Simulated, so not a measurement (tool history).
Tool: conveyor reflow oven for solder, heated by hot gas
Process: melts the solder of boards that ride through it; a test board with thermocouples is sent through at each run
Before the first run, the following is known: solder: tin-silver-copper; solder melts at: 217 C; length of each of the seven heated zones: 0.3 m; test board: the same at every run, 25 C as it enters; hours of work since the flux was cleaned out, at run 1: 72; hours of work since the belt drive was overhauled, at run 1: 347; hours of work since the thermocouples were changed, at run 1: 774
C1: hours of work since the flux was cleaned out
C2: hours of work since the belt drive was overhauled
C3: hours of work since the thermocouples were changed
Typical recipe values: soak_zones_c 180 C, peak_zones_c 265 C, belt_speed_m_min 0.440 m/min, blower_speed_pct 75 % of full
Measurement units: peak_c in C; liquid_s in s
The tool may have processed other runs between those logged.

run 1 hour=0.0 | soak_zones_c=180 peak_zones_c=265 belt_speed_m_min=0.440 blower_speed_pct=75 | C1=72 C2=347 C3=774 | peak_c=255.9 liquid_s=67.6
run 2 hour=30.7 | soak_zones_c=180 peak_zones_c=265 belt_speed_m_min=0.440 blower_speed_pct=75 | C1=87 C2=363 C3=789 | peak_c=255.9 liquid_s=67.7
run 3 hour=45.9 | soak_zones_c=180 peak_zones_c=265 belt_speed_m_min=0.440 blower_speed_pct=75 | C1=95 C2=370 C3=797 | peak_c=256.0 liquid_s=68.0
run 4 hour=76.1 | soak_zones_c=180 peak_zones_c=265 belt_speed_m_min=0.440 blower_speed_pct=75 | C1=110 C2=386 C3=812 | peak_c=256.2 liquid_s=67.7
run 5 hour=92.9 | soak_zones_c=180 peak_zones_c=265 belt_speed_m_min=0.434 blower_speed_pct=75 | C1=119 C2=394 C3=821 | peak_c=256.4 liquid_s=69.9
run 6 hour=124.5 | soak_zones_c=180 peak_zones_c=265 belt_speed_m_min=0.434 blower_speed_pct=75 | C1=135 C2=410 C3=837 | peak_c=256.2 liquid_s=69.1
run 7 hour=146.4 | soak_zones_c=180 peak_zones_c=265 belt_speed_m_min=0.440 blower_speed_pct=75 | C1=146 C2=421 C3=848 | peak_c=256.0 liquid_s=67.2
run 8 hour=181.1 | soak_zones_c=188 peak_zones_c=265 belt_speed_m_min=0.440 blower_speed_pct=75 | C1=163 C2=439 C3=865 | peak_c=256.9 liquid_s=72.6
run 9 hour=204.0 | soak_zones_c=188 peak_zones_c=265 belt_speed_m_min=0.440 blower_speed_pct=75 | C1=175 C2=450 C3=877 | peak_c=257.0 liquid_s=71.6
run 10 hour=238.6 | soak_zones_c=188 peak_zones_c=265 belt_speed_m_min=0.440 blower_speed_pct=75 | C1=192 C2=468 C3=894 | peak_c=256.6 liquid_s=72.6
run 11 hour=268.4 | soak_zones_c=188 peak_zones_c=265 belt_speed_m_min=0.440 blower_speed_pct=75 | C1=207 C2=483 C3=909 | peak_c=256.9 liquid_s=72.3
run 12 hour=301.5 | soak_zones_c=188 peak_zones_c=265 belt_speed_m_min=0.440 blower_speed_pct=77 | C1=224 C2=500 C3=926 | peak_c=256.8 liquid_s=72.5
run 13 hour=329.0 | soak_zones_c=189 peak_zones_c=262 belt_speed_m_min=0.440 blower_speed_pct=52 | C1=238 C2=514 C3=940 | peak_c=251.2 liquid_s=67.7
run 14 hour=354.3 | soak_zones_c=184 peak_zones_c=263 belt_speed_m_min=0.440 blower_speed_pct=51 | C1=251 C2=526 C3=953 | peak_c=250.9 liquid_s=65.0
run 15 hour=372.2 | soak_zones_c=180 peak_zones_c=265 belt_speed_m_min=0.438 blower_speed_pct=75 | C1=260 C2=536 C3=962 | peak_c=255.6 liquid_s=67.9
run 16 hour=390.9 | soak_zones_c=194 peak_zones_c=276 belt_speed_m_min=0.440 blower_speed_pct=75 | C1=269 C2=545 C3=971 | peak_c=267.3 liquid_s=79.9
run 17 hour=419.4 | soak_zones_c=186 peak_zones_c=265 belt_speed_m_min=0.440 blower_speed_pct=72 | C1=284 C2=560 C3=986 | peak_c=256.0 liquid_s=70.3
run 18 hour=434.4 | soak_zones_c=180 peak_zones_c=274 belt_speed_m_min=0.452 blower_speed_pct=75 | C1=292 C2=567 C3=994 | peak_c=262.4 liquid_s=69.9
-- hour=453.1 flux residue cleaned out of gas plates and filters
run 19 hour=459.5 | soak_zones_c=187 peak_zones_c=265 belt_speed_m_min=0.440 blower_speed_pct=75 | C1=3 C2=577 C3=1004 | peak_c=258.6 liquid_s=73.3
run 20 hour=484.3 | soak_zones_c=170 peak_zones_c=265 belt_speed_m_min=0.440 blower_speed_pct=75 | C1=16 C2=590 C3=1016 | peak_c=256.1 liquid_s=65.2
run 21 hour=518.4 | soak_zones_c=170 peak_zones_c=265 belt_speed_m_min=0.440 blower_speed_pct=75 | C1=33 C2=607 C3=1034 | peak_c=255.9 liquid_s=64.7

Hidden state at the last listed run before each entry between runs and at the first one after, where it differs:
In the gap between runs 18 and 19: flux residue cleaned out of gas plates and filters (hour 453.1)
  heat that the gas passes to the board, % of a clean oven's: 87.2 -> 99.2; belt's true speed, % of the reading: 98.62 -> 98.59; true gas temperature in zones 6 and 7 over the reading, C: 2.91 -> 2.94
  measured minus no-state result, peak_c: +0.3 -> +2.9 C; liquid_s: +0.8 -> +2.7 s
